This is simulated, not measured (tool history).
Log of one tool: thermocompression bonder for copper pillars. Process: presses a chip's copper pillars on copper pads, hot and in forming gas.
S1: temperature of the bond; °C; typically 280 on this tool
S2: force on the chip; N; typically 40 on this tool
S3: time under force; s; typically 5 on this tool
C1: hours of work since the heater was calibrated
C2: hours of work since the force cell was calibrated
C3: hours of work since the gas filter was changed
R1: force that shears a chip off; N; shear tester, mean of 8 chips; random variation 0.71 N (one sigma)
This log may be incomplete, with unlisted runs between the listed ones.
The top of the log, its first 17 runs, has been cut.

run	day	S1	S2	S3	C1	C2	C3	R1
18	13.842	252	40	5	231	624	192	25.5
19	14.508	252	40	5	240	633	201	26.2
20	15.483	252	40	5	254	647	214	26.1
21	16.167	287	25	3	263	657	224	25.5
# day 16.283: forming gas filter changed
22	17.246	255	48	3	278	671	13	28.0
23	18.175	280	24	5	291	684	26	29.3
24	19.217	289	31	6	306	699	41	46.9
25	20.092	289	31	6	318	711	53	45.3
26	20.808	271	26	5	328	721	63	26.0
27	21.862	257	55	6	343	736	78	43.4
28	22.912	257	55	6	357	750	92	43.8
29	23.567	257	55	6	366	760	102	43.7
30	24.421	257	55	6	378	771	114	43.6
31	25.158	305	55	12	389	782	124	101.6
32	25.729	301	46	12	397	790	132	89.7
33	26.325	301	46	12	405	798	140	88.0
34	26.862	280	60	3	412	805	148	51.7
35	27.896	280	60	3	427	820	162	50.1
36	28.450	280	60	3	435	828	170	50.9
37	29.062	280	29	5	443	836	178	32.5
38	29.517	280	29	5	449	842	185	34.2
39	30.412	307	47	12	462	855	197	91.8
40	31.025	305	46	6	470	864	206	74.3

Branching from run 40: 3 alternative next runs. What would each branch give?
A	32.054	279	33	3	485	878	220	?
B	32.054	264	40	5	485	878	220	?
C	32.054	280	30	5	485	878	220	?

run	R1
A	28.1
B	31.6
C	32.7
Had the tool no hidden state, the same runs would have come out as:
run	R1
A	33.3
B	37.5
C	38.6
